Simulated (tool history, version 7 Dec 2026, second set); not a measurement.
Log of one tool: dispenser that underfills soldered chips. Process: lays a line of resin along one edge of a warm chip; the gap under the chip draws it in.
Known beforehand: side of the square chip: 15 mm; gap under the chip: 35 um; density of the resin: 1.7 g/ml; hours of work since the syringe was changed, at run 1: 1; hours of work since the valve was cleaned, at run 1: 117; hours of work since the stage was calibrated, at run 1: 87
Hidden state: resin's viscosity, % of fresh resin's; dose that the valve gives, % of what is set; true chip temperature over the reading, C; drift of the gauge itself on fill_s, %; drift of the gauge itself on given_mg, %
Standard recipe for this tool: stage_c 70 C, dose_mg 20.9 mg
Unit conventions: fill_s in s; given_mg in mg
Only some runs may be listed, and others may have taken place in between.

| run | day | stage_c | dose_mg | hours of work since the syringe was changed | hours of work since the valve was cleaned | hours of work since the stage was calibrated | fill_s | given_mg |
|---|---|---|---|---|---|---|---|---|
| 1 | 0.000 | 70 | 20.9 | 1 | 117 | 87 | 356.8 | 19.52 |
|  | 0.179 | dispensing valve cleaned and set on the balance |
| 2 | 0.279 | 63 | 20.9 | 6 | 2 | 92 | 548.7 | 20.86 |
|  | 0.396 | new syringe of resin |
| 3 | 0.412 | 63 | 20.9 | 0 | 4 | 94 | 460.1 | 20.81 |
| 4 | 0.588 | 63 | 20.9 | 4 | 8 | 97 | 512.7 | 20.99 |
| 5 | 0.750 | 70 | 20.8 | 7 | 11 | 100 | 436.6 | 20.69 |
|  | 0.817 | new syringe of resin |
| 6 | 0.917 | 55 | 20.9 | 2 | 14 | 103 | 691.0 | 20.81 |
| 7 | 1.046 | 55 | 20.9 | 4 | 16 | 106 | 756.4 | 20.83 |
| 8 | 1.212 | 55 | 20.9 | 8 | 19 | 109 | 845.2 | 20.73 |
|  | 1.246 | new syringe of resin |
| 9 | 1.462 | 55 | 20.9 | 4 | 24 | 113 | 724.0 | 20.57 |
| 10 | 1.558 | 55 | 20.9 | 6 | 26 | 115 | 783.1 | 20.64 |
|  | 1.658 | new syringe of resin |
| 11 | 1.675 | 55 | 20.9 | 0 | 28 | 117 | 625.4 | 20.54 |
| 12 | 1.871 | 70 | 20.9 | 4 | 31 | 121 | 395.5 | 20.52 |
|  | 2.079 | new syringe of resin |
| 13 | 2.083 | 70 | 20.9 | 0 | 35 | 125 | 339.8 | 20.51 |
| 14 | 2.308 | 70 | 20.9 | 4 | 39 | 129 | 389.6 | 20.55 |
| 15 | 2.421 | 70 | 20.9 | 7 | 42 | 131 | 427.3 | 20.37 |
|  | 2.500 | new syringe of resin |
| 16 | 2.550 | 69 | 20.9 | 1 | 44 | 134 | 358.6 | 20.32 |
| 17 | 2.712 | 70 | 20.9 | 4 | 47 | 137 | 389.9 | 20.23 |
| 18 | 2.821 | 70 | 20.9 | 6 | 49 | 139 | 413.8 | 20.25 |
|  | 2.921 | new syringe of resin |
| 19 | 3.046 | 56 | 18.2 | 2 | 53 | 143 | 683.3 | 17.58 |
| 20 | 3.271 | 56 | 18.2 | 7 | 57 | 147 | 793.7 | 17.53 |
|  | 3.338 | new syringe of resin |
| 21 | 3.471 | 56 | 18.2 | 3 | 61 | 151 | 691.3 | 17.56 |
| 22 | 3.650 | 56 | 18.2 | 6 | 64 | 154 | 780.1 | 17.63 |
|  | 3.750 | new syringe of resin |
| 23 | 3.883 | 73 | 23.1 | 3 | 68 | 158 | 313.2 | 22.16 |
| 24 | 4.025 | 64 | 26.3 | 5 | 71 | 161 | 505.0 | 25.12 |
|  | 4.167 | new syringe of resin |
| 25 | 4.242 | 58 | 19.1 | 1 | 75 | 165 | 581.1 | 18.07 |
| 26 | 4.454 | 69 | 25.5 | 5 | 79 | 169 | 414.5 | 24.47 |
| 27 | 4.550 | 56 | 21.5 | 7 | 81 | 171 | 791.2 | 20.47 |
|  | 4.588 | new syringe of resin |
| 28 | 4.742 | 77 | 23.0 | 3 | 84 | 174 | 275.8 | 21.85 |
| 29 | 4.954 | 75 | 24.4 | 7 | 88 | 178 | 344.6 | 23.17 |
|  | 5.008 | new syringe of resin |
| 30 | 5.142 | 75 | 24.4 | 3 | 92 | 181 | 294.2 | 22.96 |
| 31 | 5.367 | 75 | 24.4 | 7 | 96 | 186 | 338.4 | 22.94 |
|  | 5.425 | new syringe of resin |
| 32 | 5.583 | 67 | 20.9 | 3 | 100 | 190 | 425.8 | 19.54 |
| 33 | 5.779 | 67 | 20.9 | 7 | 104 | 193 | 483.6 | 19.50 |
|  | 5.838 | new syringe of resin |
| 34 | 5.975 | 83 | 20.0 | 3 | 107 | 197 | 216.9 | 18.59 |
| 35 | 6.129 | 56 | 24.1 | 6 | 110 | 200 | 720.5 | 22.53 |
| 36 | 6.233 | 56 | 24.1 | 8 | 112 | 202 | 765.2 | 22.44 |

What differs in the tool's unlogged condition from the final listed run ahead of each entry between runs to the first listed run following it?
Logged between run 1 and run 2: dispensing valve cleaned and set on the balance (day 0.179)
  resin's viscosity, % of fresh resin's: 104.7 -> 124.4; dose that the valve gives, % of what is set: 92.93 -> 100.04; true chip temperature over the reading, C: 0.63 -> 0.66
  measured less the result without the state, fill_s: +11.2 -> +94.9 s; given_mg: -1.48 -> +0.01 mg
Logged between run 2 and run 3: new syringe of resin (day 0.396)
  resin's viscosity, % of fresh resin's: 124.4 -> 101.9; dose that the valve gives, % of what is set: 100.04 -> 99.88; true chip temperature over the reading, C: 0.66 -> 0.68
  measured less the result without the state, fill_s: +94.9 -> -4.6 s; given_mg: +0.01 -> -0.02 mg
Logged between run 5 and run 6: new syringe of resin (day 0.817)
  resin's viscosity, % of fresh resin's: 130.3 -> 108.8; dose that the valve gives, % of what is set: 99.5 -> 99.33; true chip temperature over the reading, C: 0.72 -> 0.74
  measured less the result without the state, fill_s: +91.8 -> +34.9 s; given_mg: -0.10 -> -0.14 mg
Logged between run 8 and run 9: new syringe of resin (day 1.246)
  resin's viscosity, % of fresh resin's: 135.1 -> 115.3; dose that the valve gives, % of what is set: 98.97 -> 98.66; true chip temperature over the reading, C: 0.78 -> 0.81
  measured less the result without the state, fill_s: +198.2 -> +74.0 s; given_mg: -0.22 -> -0.28 mg
Logged between run 10 and run 11: new syringe of resin (day 1.658)
  resin's viscosity, % of fresh resin's: 123.7 -> 101.6; dose that the valve gives, % of what is set: 98.54 -> 98.42; true chip temperature over the reading, C: 0.82 -> 0.83
  measured less the result without the state, fill_s: +127.5 -> -12.6 s; given_mg: -0.31 -> -0.33 mg
Logged between run 12 and run 13: new syringe of resin (day 2.079)
  resin's viscosity, % of fresh resin's: 117 -> 100.6; dose that the valve gives, % of what is set: 98.2 -> 97.96; true chip temperature over the reading, C: 0.86 -> 0.88
  measured less the result without the state, fill_s: +46.4 -> -9.5 s; given_mg: -0.37 -> -0.42 mg
Logged between run 15 and run 16: new syringe of resin (day 2.500)
  resin's viscosity, % of fresh resin's: 128.5 -> 103.3; dose that the valve gives, % of what is set: 97.57 -> 97.41; true chip temperature over the reading, C: 0.93 -> 0.94
  measured less the result without the state, fill_s: +83.0 -> -0.9 s; given_mg: -0.51 -> -0.54 mg
Logged between run 18 and run 19: new syringe of resin (day 2.921)
  resin's viscosity, % of fresh resin's: 125.8 -> 109.9; dose that the valve gives, % of what is set: 97.14 -> 96.9; true chip temperature over the reading, C: 0.98 -> 1
  measured less the result without the state, fill_s: +72.8 -> +38.5 s; given_mg: -0.59 -> -0.56 mg
Logged between run 20 and run 21: new syringe of resin (day 3.338)
  resin's viscosity, % of fresh resin's: 129.4 -> 111.2; dose that the valve gives, % of what is set: 96.62 -> 96.41; true chip temperature over the reading, C: 1.03 -> 1.06
  measured less the result without the state, fill_s: +157.1 -> +46.0 s; given_mg: -0.61 -> -0.66 mg
Logged between run 22 and run 23: new syringe of resin (day 3.750)
  resin's viscosity, % of fresh resin's: 126.8 -> 108.6; dose that the valve gives, % of what is set: 96.19 -> 95.94; true chip temperature over the reading, C: 1.08 -> 1.1
  measured less the result without the state, fill_s: +141.4 -> +12.8 s; given_mg: -0.70 -> -0.94 mg
Logged between run 24 and run 25: new syringe of resin (day 4.167)
  resin's viscosity, % of fresh resin's: 120.4 -> 105.6; dose that the valve gives, % of what is set: 95.78 -> 95.53; true chip temperature over the reading, C: 1.12 -> 1.15
  measured less the result without the state, fill_s: +65.8 -> +8.2 s; given_mg: -1.11 -> -0.85 mg
Logged between run 27 and run 28: new syringe of resin (day 4.588)
  resin's viscosity, % of fresh resin's: 132 -> 112; dose that the valve gives, % of what is set: 95.15 -> 94.93; true chip temperature over the reading, C: 1.19 -> 1.21
  measured less the result without the state, fill_s: +163.0 -> +18.7 s; given_mg: -1.04 -> -1.17 mg
Logged between run 29 and run 30: new syringe of resin (day 5.008)
  resin's viscosity, % of fresh resin's: 130.6 -> 110.3; dose that the valve gives, % of what is set: 94.69 -> 94.48; true chip temperature over the reading, C: 1.24 -> 1.26
  measured less the result without the state, fill_s: +68.3 -> +14.8 s; given_mg: -1.30 -> -1.34 mg
Logged between run 31 and run 32: new syringe of resin (day 5.425)
  resin's viscosity, % of fresh resin's: 129.8 -> 112; dose that the valve gives, % of what is set: 94.21 -> 93.97; true chip temperature over the reading, C: 1.29 -> 1.32
  measured less the result without the state, fill_s: +65.1 -> +28.0 s; given_mg: -1.41 -> -1.26 mg
Logged between run 33 and run 34: new syringe of resin (day 5.838)
  resin's viscosity, % of fresh resin's: 129.3 -> 109.8; dose that the valve gives, % of what is set: 93.73 -> 93.52; true chip temperature over the reading, C: 1.34 -> 1.36
  measured less the result without the state, fill_s: +92.0 -> +11.5 s; given_mg: -1.30 -> -1.29 mg

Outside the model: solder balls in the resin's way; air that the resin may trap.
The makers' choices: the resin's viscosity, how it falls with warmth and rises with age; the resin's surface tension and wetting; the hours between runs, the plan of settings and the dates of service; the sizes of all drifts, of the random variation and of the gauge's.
